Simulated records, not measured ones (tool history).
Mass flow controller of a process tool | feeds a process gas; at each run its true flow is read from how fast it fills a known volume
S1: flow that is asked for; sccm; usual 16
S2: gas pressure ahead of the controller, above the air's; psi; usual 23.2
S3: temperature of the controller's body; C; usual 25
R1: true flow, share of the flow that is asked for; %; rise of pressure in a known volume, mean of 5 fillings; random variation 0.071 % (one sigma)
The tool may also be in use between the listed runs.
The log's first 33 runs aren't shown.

run,day,S1,S2,S3,R1
34,318.692,16,36.7,26,101.94
35,325.071,11,24.9,31,101.68
36,337.375,9,28.9,31,101.6
37,345.625,2,39.5,25,99.42
38,352.679,17,40,24,102.16
39,361.5,16,27.4,37,102.7
40,367.35,6,20.6,33,101.08
41,375.375,10,22,24,101.03
42,381.567,16,25.2,27,101.96
43,388.638,4,22,25,99.78
44,398.388,16,23.2,39,102.89
45,405.233,3,30.2,26,99.65
46,412.517,3,30.2,26,99.58
47,420.296,3,30.2,26,99.39
48,428.021,16,26.7,21,101.59

3 ways to go on from here, each from the tool as it stands after run 48. What would each give?
A,440.379,16,37.3,21,?
B,440.379,8,37.3,38,?
C,440.379,10,32.8,21,?

run,R1
A,101.89
B,102.33
C,101.12
Without the tool's hidden state the same runs would have given:
run,R1
A,99.72
B,100.59
C,99.21
